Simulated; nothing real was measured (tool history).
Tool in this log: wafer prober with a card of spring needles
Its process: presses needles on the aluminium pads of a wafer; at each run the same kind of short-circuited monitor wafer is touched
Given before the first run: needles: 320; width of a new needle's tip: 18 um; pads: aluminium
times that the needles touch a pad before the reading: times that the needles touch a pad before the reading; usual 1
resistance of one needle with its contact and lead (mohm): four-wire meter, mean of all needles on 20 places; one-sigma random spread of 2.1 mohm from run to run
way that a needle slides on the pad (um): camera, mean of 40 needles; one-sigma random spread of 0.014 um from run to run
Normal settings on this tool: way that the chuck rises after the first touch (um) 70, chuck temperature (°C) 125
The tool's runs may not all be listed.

run     day  way that the chuck rises after the first touch (um)  chuck temperature (°C)  times that the needles touch a pad before the reading  resistance of one needle with its contact and lead (mohm)  way that a needle slides on the pad (um)
  1   0.000                                                   70                     125                                                      1                                                        225                                      9.89
  2   0.229                                                   70                     125                                                      1                                                        228                                      9.89
  3   0.471                                                   70                     125                                                      1                                                        227                                      9.88
      0.538  -- tips cleaned on abrasive film
  4   0.779                                                   70                      46                                                      1                                                        208                                      9.87
  5   1.096                                                   70                      46                                                      2                                                        209                                      9.87
  6   1.504                                                   70                      46                                                      2                                                        207                                      9.85
  7   1.875                                                   70                     125                                                      1                                                        222                                      9.89
      2.175  -- tips cleaned on abrasive film
  8   2.196                                                   70                     125                                                      1                                                        224                                      9.89
  9   2.471                                                   70                     114                                                      1                                                        226                                      9.90
 10   2.829                                                   70                     114                                                      1                                                        223                                      9.86
 11   3.204                                                   70                     114                                                      1                                                        224                                      9.90
 12   3.504                                                   70                     114                                                      1                                                        223                                      9.88
      3.817  -- tips cleaned on abrasive film
 13   3.933                                                   70                     114                                                      1                                                        222                                      9.86
 14   4.192                                                   70                      58                                                      1                                                        209                                      9.87
 15   4.542                                                   70                     117                                                      1                                                        226                                      9.89
 16   4.900                                                   70                     117                                                      1                                                        222                                      9.88
 17   5.262                                                   53                     125                                                      1                                                        230                                      7.49
      5.446  -- tips cleaned on abrasive film
 18   5.600                                                   53                     125                                                      1                                                        227                                      7.48
 19   6.054                                                   75                      31                                                      2                                                        201                                     10.58
 20   6.275                                                   52                      70                                                      1                                                        224                                      7.33
 21   6.625                                                   79                      53                                                      2                                                        208                                     11.15
 22   7.042                                                   87                      62                                                      1                                                        211                                     12.30
      7.075  -- tips cleaned on abrasive film
 23   7.275                                                   70                      37                                                      1                                                        204                                      9.89
 24   7.508                                                   70                      37                                                      1                                                        205                                      9.88
 25   7.892                                                   53                      37                                                      1                                                        209                                      7.46
 26   8.300                                                   83                      37                                                      1                                                        204                                     11.69
      8.704  -- tips cleaned on abrasive film
 27   8.704                                                   83                      37                                                      1                                                        203                                     11.72
 28   8.996                                                   83                      37                                                      1                                                        202                                     11.73
 29   9.375                                                   57                     113                                                      2                                                        230                                      8.04
 30   9.800                                                   79                     125                                                      3                                                        226                                     11.14
 31  10.012                                                   77                      42                                                      3                                                        204                                     10.86
 32  10.250                                                   51                     125                                                      2                                                        233                                      7.20
     10.333  -- tips cleaned on abrasive film
 33  10.621                                                   51                     125                                                      2                                                        233                                      7.22
 34  10.971                                                   51                     125                                                      2                                                        236                                      7.20
 35  11.417                                                   82                      88                                                      1                                                        213                                     11.58
 36  11.800                                                   50                     125                                                      2                                                        232                                      7.05

3 ways to go on from here, each from the tool as it stands after run 36. What would each give?
     11.992  -- tips cleaned on abrasive film
  A  12.108                                                   56                      30                                                      1                                                          ?                                         ?
     11.992  -- tips cleaned on abrasive film
  B  12.108                                                   57                      28                                                      3                                                          ?                                         ?
     11.992  -- tips cleaned on abrasive film
  C  12.108                                                   83                      44                                                      2                                                          ?                                         ?

run  resistance of one needle with its contact and lead (mohm)  way that a needle slides on the pad (um)
  A                                                        211                                      7.91
  B                                                        203                                      8.06
  C                                                        205                                     11.73
Take away the tool's hidden state, keep each run's random variation, and the runs would have read:
run  resistance of one needle with its contact and lead (mohm)  way that a needle slides on the pad (um)
  A                                                        211                                      7.91
  B                                                        203                                      8.06
  C                                                        205                                     11.73
